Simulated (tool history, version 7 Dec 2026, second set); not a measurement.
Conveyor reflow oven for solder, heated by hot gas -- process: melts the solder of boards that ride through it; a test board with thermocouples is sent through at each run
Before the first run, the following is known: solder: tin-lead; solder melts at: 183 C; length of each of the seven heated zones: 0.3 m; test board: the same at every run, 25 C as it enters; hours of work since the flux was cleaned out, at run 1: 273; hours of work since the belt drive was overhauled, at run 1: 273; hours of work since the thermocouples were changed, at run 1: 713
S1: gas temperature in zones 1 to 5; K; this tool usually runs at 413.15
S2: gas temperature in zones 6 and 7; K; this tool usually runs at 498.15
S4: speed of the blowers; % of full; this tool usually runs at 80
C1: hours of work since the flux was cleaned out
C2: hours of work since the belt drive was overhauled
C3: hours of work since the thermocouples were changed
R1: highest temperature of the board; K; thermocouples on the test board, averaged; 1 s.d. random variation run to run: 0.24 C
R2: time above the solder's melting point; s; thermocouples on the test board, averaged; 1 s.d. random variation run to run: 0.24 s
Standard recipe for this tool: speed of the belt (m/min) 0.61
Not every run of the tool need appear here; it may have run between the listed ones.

{"run": 1, "day": 0.0, "S1": 413.15, "S2": 498.15, "speed of the belt (m/min)": 0.61, "S4": 80, "C1": 273, "C2": 273, "C3": 713, "R1": 485.15, "R2": 42.2}
{"run": 2, "day": 0.488, "S1": 413.15, "S2": 498.15, "speed of the belt (m/min)": 0.61, "S4": 51, "C1": 281, "C2": 281, "C3": 722, "R1": 479.95, "R2": 36.4}
{"run": 3, "day": 0.871, "S1": 413.15, "S2": 498.15, "speed of the belt (m/min)": 0.61, "S4": 51, "C1": 288, "C2": 288, "C3": 729, "R1": 480.05, "R2": 36.7}
{"run": 4, "day": 1.167, "S1": 413.15, "S2": 498.15, "speed of the belt (m/min)": 0.61, "S4": 80, "C1": 294, "C2": 294, "C3": 734, "R1": 484.85, "R2": 41.7}
{"run": 5, "day": 1.85, "S1": 413.15, "S2": 498.15, "speed of the belt (m/min)": 0.61, "S4": 80, "C1": 306, "C2": 306, "C3": 747, "R1": 484.85, "R2": 41.9}
{"run": 6, "day": 2.338, "S1": 413.15, "S2": 498.15, "speed of the belt (m/min)": 0.61, "S4": 67, "C1": 315, "C2": 315, "C3": 756, "R1": 483.05, "R2": 40.1}
{"day": 2.817, "done": "flux residue cleaned out of gas plates and filters"}
{"run": 7, "day": 3.238, "S1": 413.15, "S2": 498.15, "speed of the belt (m/min)": 0.61, "S4": 67, "C1": 8, "C2": 327, "C3": 768, "R1": 485.35, "R2": 42.5}
{"run": 8, "day": 3.892, "S1": 413.15, "S2": 498.15, "speed of the belt (m/min)": 0.61, "S4": 59, "C1": 19, "C2": 339, "C3": 780, "R1": 484.15, "R2": 40.9}
{"run": 9, "day": 4.338, "S1": 413.15, "S2": 498.15, "speed of the belt (m/min)": 0.61, "S4": 80, "C1": 28, "C2": 347, "C3": 788, "R1": 487.25, "R2": 44.2}
{"run": 10, "day": 5.033, "S1": 413.15, "S2": 498.15, "speed of the belt (m/min)": 0.666, "S4": 80, "C1": 40, "C2": 360, "C3": 801, "R1": 485.35, "R2": 38.2}
{"run": 11, "day": 5.658, "S1": 413.15, "S2": 498.15, "speed of the belt (m/min)": 0.666, "S4": 80, "C1": 51, "C2": 371, "C3": 812, "R1": 484.85, "R2": 38.3}
{"run": 12, "day": 6.162, "S1": 413.15, "S2": 498.15, "speed of the belt (m/min)": 0.666, "S4": 61, "C1": 61, "C2": 380, "C3": 821, "R1": 481.55, "R2": 35.2}
{"run": 13, "day": 6.45, "S1": 413.15, "S2": 498.15, "speed of the belt (m/min)": 0.61, "S4": 80, "C1": 66, "C2": 386, "C3": 826, "R1": 487.25, "R2": 44}
{"run": 14, "day": 7.129, "S1": 413.15, "S2": 498.15, "speed of the belt (m/min)": 0.61, "S4": 80, "C1": 78, "C2": 398, "C3": 839, "R1": 487.15, "R2": 43.9}
{"day": 7.321, "done": "thermocouples of zones 6 and 7 changed"}
{"run": 15, "day": 7.875, "S1": 413.15, "S2": 498.15, "speed of the belt (m/min)": 0.61, "S4": 80, "C1": 90, "C2": 410, "C3": 10, "R1": 486.15, "R2": 43.5}
{"run": 16, "day": 8.258, "S1": 413.15, "S2": 498.15, "speed of the belt (m/min)": 0.61, "S4": 80, "C1": 97, "C2": 417, "C3": 17, "R1": 485.95, "R2": 42.7}
{"run": 17, "day": 8.675, "S1": 425.15, "S2": 498.15, "speed of the belt (m/min)": 0.548, "S4": 80, "C1": 105, "C2": 424, "C3": 25, "R1": 490.05, "R2": 55.8}
{"run": 18, "day": 9.05, "S1": 410.15, "S2": 498.15, "speed of the belt (m/min)": 0.623, "S4": 85, "C1": 111, "C2": 431, "C3": 31, "R1": 485.25, "R2": 41}
{"run": 19, "day": 9.367, "S1": 404.15, "S2": 501.15, "speed of the belt (m/min)": 0.682, "S4": 65, "C1": 117, "C2": 437, "C3": 37, "R1": 480.55, "R2": 31.6}
{"run": 20, "day": 9.758, "S1": 404.15, "S2": 501.15, "speed of the belt (m/min)": 0.682, "S4": 65, "C1": 124, "C2": 444, "C3": 44, "R1": 480.85, "R2": 31.7}
{"run": 21, "day": 10.167, "S1": 413.15, "S2": 496.15, "speed of the belt (m/min)": 0.61, "S4": 63, "C1": 132, "C2": 452, "C3": 52, "R1": 480.85, "R2": 38.8}
{"run": 22, "day": 10.729, "S1": 412.15, "S2": 498.15, "speed of the belt (m/min)": 0.705, "S4": 79, "C1": 142, "C2": 462, "C3": 62, "R1": 481.25, "R2": 33.6}
{"run": 23, "day": 11.142, "S1": 412.15, "S2": 498.15, "speed of the belt (m/min)": 0.705, "S4": 79, "C1": 149, "C2": 469, "C3": 69, "R1": 481.45, "R2": 33}
{"run": 24, "day": 11.5, "S1": 413.15, "S2": 487.15, "speed of the belt (m/min)": 0.649, "S4": 64, "C1": 156, "C2": 476, "C3": 76, "R1": 471.65, "R2": 28.3}
{"run": 25, "day": 12.092, "S1": 426.15, "S2": 492.15, "speed of the belt (m/min)": 0.582, "S4": 61, "C1": 167, "C2": 486, "C3": 86, "R1": 481.05, "R2": 45.9}
{"run": 26, "day": 12.412, "S1": 411.15, "S2": 498.15, "speed of the belt (m/min)": 0.61, "S4": 80, "C1": 172, "C2": 492, "C3": 92, "R1": 484.95, "R2": 42.3}
{"run": 27, "day": 12.962, "S1": 407.15, "S2": 503.15, "speed of the belt (m/min)": 0.61, "S4": 90, "C1": 182, "C2": 502, "C3": 102, "R1": 490.15, "R2": 44.7}
{"run": 28, "day": 13.617, "S1": 418.15, "S2": 503.15, "speed of the belt (m/min)": 0.588, "S4": 90, "C1": 194, "C2": 514, "C3": 114, "R1": 492.85, "R2": 50.7}
{"run": 29, "day": 14.208, "S1": 404.15, "S2": 491.15, "speed of the belt (m/min)": 0.642, "S4": 52, "C1": 205, "C2": 525, "C3": 125, "R1": 470.75, "R2": 23.9}
{"run": 30, "day": 14.729, "S1": 423.15, "S2": 510.15, "speed of the belt (m/min)": 0.61, "S4": 80, "C1": 214, "C2": 534, "C3": 134, "R1": 497.65, "R2": 52.2}
{"run": 31, "day": 15.4, "S1": 405.15, "S2": 498.15, "speed of the belt (m/min)": 0.61, "S4": 51, "C1": 226, "C2": 546, "C3": 146, "R1": 478.15, "R2": 32.9}

3 options for the next run, each taken on its own from the tool as it stands now. Forecast them:
{"run": "A", "day": 15.842, "S1": 413.15, "S2": 498.15, "speed of the belt (m/min)": 0.713, "S4": 80, "C1": 234, "C2": 554, "C3": 154, "R1": "?", "R2": "?"}
{"run": "B", "day": 15.842, "S1": 413.15, "S2": 498.15, "speed of the belt (m/min)": 0.61, "S4": 80, "C1": 234, "C2": 554, "C3": 154, "R1": "?", "R2": "?"}
{"run": "C", "day": 15.842, "S1": 405.15, "S2": 509.15, "speed of the belt (m/min)": 0.548, "S4": 67, "C1": 234, "C2": 554, "C3": 154, "R1": "?", "R2": "?"}

run=A R1=480.65 R2=32.7
run=B R1=484.95 R2=42.4
run=C R1=494.55 R2=51.4
The same runs, with their run-to-run variation unchanged, on a tool lacking any hidden condition would have given:
run=A R1=482.35 R2=33.9
run=B R1=486.35 R2=43.2
run=C R1=495.85 R2=51.7
